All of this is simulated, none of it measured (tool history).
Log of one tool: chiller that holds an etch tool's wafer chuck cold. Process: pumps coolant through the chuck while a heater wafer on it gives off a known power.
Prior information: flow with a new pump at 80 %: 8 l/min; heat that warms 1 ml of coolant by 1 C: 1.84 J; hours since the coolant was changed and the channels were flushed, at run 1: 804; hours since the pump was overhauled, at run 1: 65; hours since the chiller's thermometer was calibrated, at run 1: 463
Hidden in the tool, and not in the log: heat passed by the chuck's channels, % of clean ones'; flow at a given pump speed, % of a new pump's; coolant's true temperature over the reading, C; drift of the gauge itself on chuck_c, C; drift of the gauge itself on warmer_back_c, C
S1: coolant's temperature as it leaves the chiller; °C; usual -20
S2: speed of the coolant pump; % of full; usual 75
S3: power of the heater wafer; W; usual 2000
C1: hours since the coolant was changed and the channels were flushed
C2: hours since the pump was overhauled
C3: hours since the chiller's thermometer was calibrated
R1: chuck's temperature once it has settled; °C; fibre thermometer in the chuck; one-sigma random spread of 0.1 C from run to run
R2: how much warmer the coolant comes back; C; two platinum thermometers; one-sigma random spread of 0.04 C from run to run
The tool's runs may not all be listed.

{"run": 1, "hour": 0.0, "S1": -20, "S2": 75, "S3": 2000, "C1": 804, "C2": 65, "C3": 463, "R1": -1.6, "R2": 8.78}
{"run": 2, "hour": 37.3, "S1": -20, "S2": 77, "S3": 2000, "C1": 841, "C2": 102, "C3": 500, "R1": -1.8, "R2": 8.52}
{"run": 3, "hour": 69.1, "S1": -20, "S2": 75, "S3": 2000, "C1": 873, "C2": 134, "C3": 532, "R1": -1.7, "R2": 8.85}
{"run": 4, "hour": 102.5, "S1": -20, "S2": 75, "S3": 2000, "C1": 906, "C2": 168, "C3": 565, "R1": -1.9, "R2": 8.82}
{"run": 5, "hour": 139.7, "S1": -20, "S2": 75, "S3": 2000, "C1": 943, "C2": 205, "C3": 602, "R1": -1.6, "R2": 8.8}
{"run": 6, "hour": 179.1, "S1": -14, "S2": 75, "S3": 2000, "C1": 983, "C2": 244, "C3": 642, "R1": 4.5, "R2": 8.81}
{"run": 7, "hour": 209.1, "S1": -21, "S2": 75, "S3": 2000, "C1": 1013, "C2": 274, "C3": 672, "R1": -2.7, "R2": 8.85}
{"run": 8, "hour": 242.2, "S1": -20, "S2": 86, "S3": 2000, "C1": 1046, "C2": 307, "C3": 705, "R1": -3.1, "R2": 7.64}
{"run": 9, "hour": 270.8, "S1": -20, "S2": 75, "S3": 2000, "C1": 1074, "C2": 336, "C3": 733, "R1": -1.7, "R2": 8.86}
{"run": 10, "hour": 296.1, "S1": -20, "S2": 75, "S3": 2000, "C1": 1100, "C2": 361, "C3": 759, "R1": -1.7, "R2": 8.85}
{"run": 11, "hour": 328.7, "S1": -20, "S2": 75, "S3": 2000, "C1": 1132, "C2": 394, "C3": 791, "R1": -1.5, "R2": 8.95}
{"run": 12, "hour": 357.4, "S1": -20, "S2": 75, "S3": 2000, "C1": 1161, "C2": 422, "C3": 820, "R1": -1.6, "R2": 8.92}
{"run": 13, "hour": 395.9, "S1": -20, "S2": 61, "S3": 2000, "C1": 1199, "C2": 461, "C3": 859, "R1": 1.0, "R2": 11.26}
{"run": 14, "hour": 430.0, "S1": -20, "S2": 75, "S3": 2000, "C1": 1233, "C2": 495, "C3": 893, "R1": -1.7, "R2": 8.92}
{"run": 15, "hour": 461.4, "S1": -20, "S2": 75, "S3": 2000, "C1": 1265, "C2": 526, "C3": 924, "R1": -1.7, "R2": 9.05}
{"run": 16, "hour": 500.3, "S1": -20, "S2": 75, "S3": 2000, "C1": 1304, "C2": 565, "C3": 963, "R1": -1.6, "R2": 8.96}
{"run": 17, "hour": 532.4, "S1": -13, "S2": 83, "S3": 1633, "C1": 1336, "C2": 597, "C3": 995, "R1": 1.0, "R2": 6.59}
{"run": 18, "hour": 571.6, "S1": -12, "S2": 61, "S3": 1633, "C1": 1375, "C2": 637, "C3": 1034, "R1": 5.4, "R2": 9.34}
{"run": 19, "hour": 614.1, "S1": -26, "S2": 68, "S3": 1541, "C1": 1418, "C2": 679, "C3": 1077, "R1": -10.9, "R2": 7.78}
{"run": 20, "hour": 643.7, "S1": -20, "S2": 75, "S3": 2836, "C1": 1447, "C2": 709, "C3": 1106, "R1": 6.1, "R2": 12.7}
{"run": 21, "hour": 663.2, "S1": -13, "S2": 75, "S3": 2413, "C1": 1467, "C2": 728, "C3": 1126, "R1": 9.3, "R2": 10.85}
{"run": 22, "hour": 705.8, "S1": -13, "S2": 75, "S3": 2413, "C1": 1509, "C2": 771, "C3": 1168, "R1": 9.1, "R2": 11.02}
{"run": 23, "hour": 739.7, "S1": -13, "S2": 75, "S3": 2413, "C1": 1543, "C2": 805, "C3": 1202, "R1": 9.2, "R2": 10.91}
{"run": 24, "hour": 766.5, "S1": -19, "S2": 75, "S3": 2305, "C1": 1570, "C2": 832, "C3": 1229, "R1": 2.2, "R2": 10.46}
{"run": 25, "hour": 798.2, "S1": -23, "S2": 78, "S3": 2000, "C1": 1602, "C2": 863, "C3": 1261, "R1": -5.2, "R2": 8.75}
{"run": 26, "hour": 827.9, "S1": -23, "S2": 78, "S3": 2781, "C1": 1631, "C2": 893, "C3": 1291, "R1": 2.1, "R2": 12.09}
{"run": 27, "hour": 870.4, "S1": -13, "S2": 66, "S3": 1288, "C1": 1674, "C2": 935, "C3": 1333, "R1": -0.3, "R2": 6.87}
{"run": 28, "hour": 907.6, "S1": -21, "S2": 76, "S3": 2000, "C1": 1711, "C2": 973, "C3": 1370, "R1": -2.7, "R2": 9.08}
{"run": 29, "hour": 943.1, "S1": -21, "S2": 76, "S3": 2000, "C1": 1747, "C2": 1008, "C3": 1406, "R1": -2.8, "R2": 9.1}
{"hour": 976.1, "done": "gauge calibrated"}
{"run": 30, "hour": 977.9, "S1": -20, "S2": 81, "S3": 2000, "C1": 1781, "C2": 1043, "C3": 1441, "R1": -2.7, "R2": 8.11}
{"run": 31, "hour": 1018.6, "S1": -20, "S2": 81, "S3": 2000, "C1": 1822, "C2": 1084, "C3": 1481, "R1": -2.5, "R2": 8.05}

For each run, the measured value with the value that run would have given without the tool's hidden condition subtracted. The run-to-run variation is shared by both, the gauge scatter possibly not:
run=1 R2=+0.00
run=2 R2=+0.02
run=3 R2=+0.04
run=4 R2=+0.05
run=5 R2=+0.06
run=6 R2=+0.08
run=7 R2=+0.10
run=8 R2=+0.11
run=9 R2=+0.12
run=10 R2=+0.14
run=11 R2=+0.15
run=12 R2=+0.16
run=13 R2=+0.18
run=14 R2=+0.20
run=15 R2=+0.21
run=16 R2=+0.23
run=17 R2=+0.24
run=18 R2=+0.26
run=19 R2=+0.28
run=20 R2=+0.30
run=21 R2=+0.30
run=22 R2=+0.33
run=23 R2=+0.34
run=24 R2=+0.35
run=25 R2=+0.37
run=26 R2=+0.38
run=27 R2=+0.40
run=28 R2=+0.41
run=29 R2=+0.43
run=30 R2=+0.00
run=31 R2=+0.03
R1: within 0.1 °C of the measured result in every run.
